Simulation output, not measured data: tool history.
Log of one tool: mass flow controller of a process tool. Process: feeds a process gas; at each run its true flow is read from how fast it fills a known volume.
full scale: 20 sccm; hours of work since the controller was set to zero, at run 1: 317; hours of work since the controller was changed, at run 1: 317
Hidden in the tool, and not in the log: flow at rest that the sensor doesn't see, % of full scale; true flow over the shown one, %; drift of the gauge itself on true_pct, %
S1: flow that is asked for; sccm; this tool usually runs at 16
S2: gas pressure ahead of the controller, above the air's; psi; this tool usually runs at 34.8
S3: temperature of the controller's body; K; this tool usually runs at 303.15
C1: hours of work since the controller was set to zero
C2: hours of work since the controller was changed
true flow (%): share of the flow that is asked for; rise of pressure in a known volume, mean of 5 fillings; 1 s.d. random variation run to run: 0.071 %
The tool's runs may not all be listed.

run 1 hour=0 | S1=16 S2=34.8 S3=303.15 | C1=317 C2=317 | true_flow_(%)=100.14
run 2 hour=109.5 | S1=16 S2=34.8 S3=303.15 | C1=359 C2=359 | true_flow_(%)=100.07
run 3 hour=242.5 | S1=16 S2=34.8 S3=303.15 | C1=411 C2=411 | true_flow_(%)=99.98
run 4 hour=308 | S1=20 S2=34.8 S3=303.15 | C1=437 C2=437 | true_flow_(%)=100.49
run 5 hour=394.7 | S1=20 S2=34.8 S3=303.15 | C1=470 C2=470 | true_flow_(%)=100.62
run 6 hour=469.1 | S1=20 S2=34.8 S3=303.15 | C1=499 C2=499 | true_flow_(%)=100.59
run 7 hour=587.4 | S1=20 S2=34.8 S3=303.15 | C1=545 C2=545 | true_flow_(%)=100.5
run 8 hour=691.2 | S1=20 S2=34.8 S3=303.15 | C1=586 C2=586 | true_flow_(%)=100.46
run 9 hour=761.1 | S1=16 S2=30.9 S3=303.15 | C1=613 C2=613 | true_flow_(%)=99.74
run 10 hour=865.4 | S1=16 S2=30.9 S3=303.15 | C1=654 C2=654 | true_flow_(%)=99.94
run 11 hour=983.2 | S1=16 S2=30.9 S3=303.15 | C1=700 C2=700 | true_flow_(%)=99.83
run 12 hour=1085.8 | S1=16 S2=34.8 S3=303.15 | C1=740 C2=740 | true_flow_(%)=99.71
run 13 hour=1158.9 | S1=16 S2=34.8 S3=303.15 | C1=768 C2=768 | true_flow_(%)=99.76
run 14 hour=1288.2 | S1=10 S2=34.8 S3=303.15 | C1=818 C2=818 | true_flow_(%)=98.9
run 15 hour=1358.8 | S1=10 S2=34.8 S3=303.15 | C1=846 C2=846 | true_flow_(%)=98.96
run 16 hour=1471.7 | S1=10 S2=34.8 S3=303.15 | C1=890 C2=890 | true_flow_(%)=98.84
run 17 hour=1579.4 | S1=10 S2=34.8 S3=312.15 | C1=932 C2=932 | true_flow_(%)=99.86
run 18 hour=1656.9 | S1=8 S2=28.6 S3=307.15 | C1=962 C2=962 | true_flow_(%)=98.74
run 19 hour=1785.2 | S1=8 S2=28.6 S3=307.15 | C1=1012 C2=1012 | true_flow_(%)=98.79
run 20 hour=1852.3 | S1=11 S2=29.4 S3=301.15 | C1=1038 C2=1038 | true_flow_(%)=98.46
run 21 hour=1939 | S1=15 S2=24.1 S3=311.15 | C1=1072 C2=1072 | true_flow_(%)=100.07
run 22 hour=2078.2 | S1=16 S2=38.3 S3=307.15 | C1=1126 C2=1126 | true_flow_(%)=99.88
run 23 hour=2154.5 | S1=16 S2=38.3 S3=307.15 | C1=1156 C2=1156 | true_flow_(%)=99.89
run 24 hour=2214.7 | S1=16 S2=38.3 S3=307.15 | C1=1179 C2=1179 | true_flow_(%)=99.89
run 25 hour=2347 | S1=8 S2=21.8 S3=301.15 | C1=1231 C2=1231 | true_flow_(%)=97.79
run 26 hour=2476.4 | S1=8 S2=21.8 S3=301.15 | C1=1281 C2=1281 | true_flow_(%)=97.8
run 27 hour=2581.1 | S1=5 S2=31.6 S3=302.15 | C1=1322 C2=1322 | true_flow_(%)=97.64
run 28 hour=2659.9 | S1=16 S2=35.8 S3=303.15 | C1=1353 C2=1353 | true_flow_(%)=99.15
run 29 hour=2748.3 | S1=13 S2=21.9 S3=303.15 | C1=1387 C2=1387 | true_flow_(%)=98.5
run 30 hour=2852.6 | S1=3 S2=34.8 S3=300.15 | C1=1428 C2=1428 | true_flow_(%)=97.11

What does the tool deliver on the next run?
-- hour=2860.6 gauge calibrated
run 31 hour=2978.6 | S1=3 S2=34.8 S3=311.15 | C1=1477 C2=1477 | true_flow_(%)=?

true flow (%): 99.34
Had the tool carried no hidden state, the very same run would have given true flow (%) 99.39.
